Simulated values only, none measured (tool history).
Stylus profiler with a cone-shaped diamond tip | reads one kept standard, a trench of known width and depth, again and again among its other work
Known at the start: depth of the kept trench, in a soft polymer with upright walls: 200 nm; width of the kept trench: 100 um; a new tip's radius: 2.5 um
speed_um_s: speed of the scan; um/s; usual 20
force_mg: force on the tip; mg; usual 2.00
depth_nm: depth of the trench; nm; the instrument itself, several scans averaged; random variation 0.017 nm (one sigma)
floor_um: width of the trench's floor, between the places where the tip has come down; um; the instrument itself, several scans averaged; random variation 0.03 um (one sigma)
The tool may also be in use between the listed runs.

run	hour	speed_um_s	force_mg	depth_nm	floor_um
1	0.0	20	2.00	202.23	97.81
2	16.9	20	2.00	202.22	97.84
3	32.9	20	2.00	202.24	97.87
4	45.0	15	2.00	202.21	97.91
5	55.2	7	2.00	202.24	97.91
6	62.9	7	2.00	202.22	97.94
7	78.8	7	2.00	202.21	97.99
8	87.0	7	2.00	202.20	97.91
9	97.0	76	2.00	202.25	97.50
10	111.7	76	2.00	202.23	97.46
11	125.6	76	2.00	202.17	97.47
12	137.0	76	2.00	202.19	97.44
13	144.8	15	2.00	202.24	97.88
14	159.0	5	2.00	202.23	97.94
15	169.7	27	2.59	202.66	97.78
16	177.8	16	1.11	201.44	97.84
17	185.6	16	4.36	203.81	97.86
18	202.5	20	0.85	201.19	97.76
19	210.6	20	0.85	201.21	97.76
20	226.3	20	0.85	201.22	97.76
21	235.9	5	2.00	202.19	97.95
22	247.6	10	3.63	203.35	97.90
23	262.4	12	0.79	201.12	97.85
24	275.3	41	1.31	201.61	97.60

4 ways to go on from here, each from the tool as it stands after run 24. What would each give?
A	286.4	72	1.31	?	?
B	286.4	41	4.45	?	?
C	286.4	19	1.31	?	?
D	286.4	23	2.00	?	?

run	depth_nm	floor_um
A	201.65	97.35
B	203.84	97.74
C	201.58	97.78
D	202.17	97.78
Without the tool's hidden state the same runs would have given:
run	depth_nm	floor_um
A	201.78	97.45
B	203.97	97.84
C	201.71	97.88
D	202.31	97.87

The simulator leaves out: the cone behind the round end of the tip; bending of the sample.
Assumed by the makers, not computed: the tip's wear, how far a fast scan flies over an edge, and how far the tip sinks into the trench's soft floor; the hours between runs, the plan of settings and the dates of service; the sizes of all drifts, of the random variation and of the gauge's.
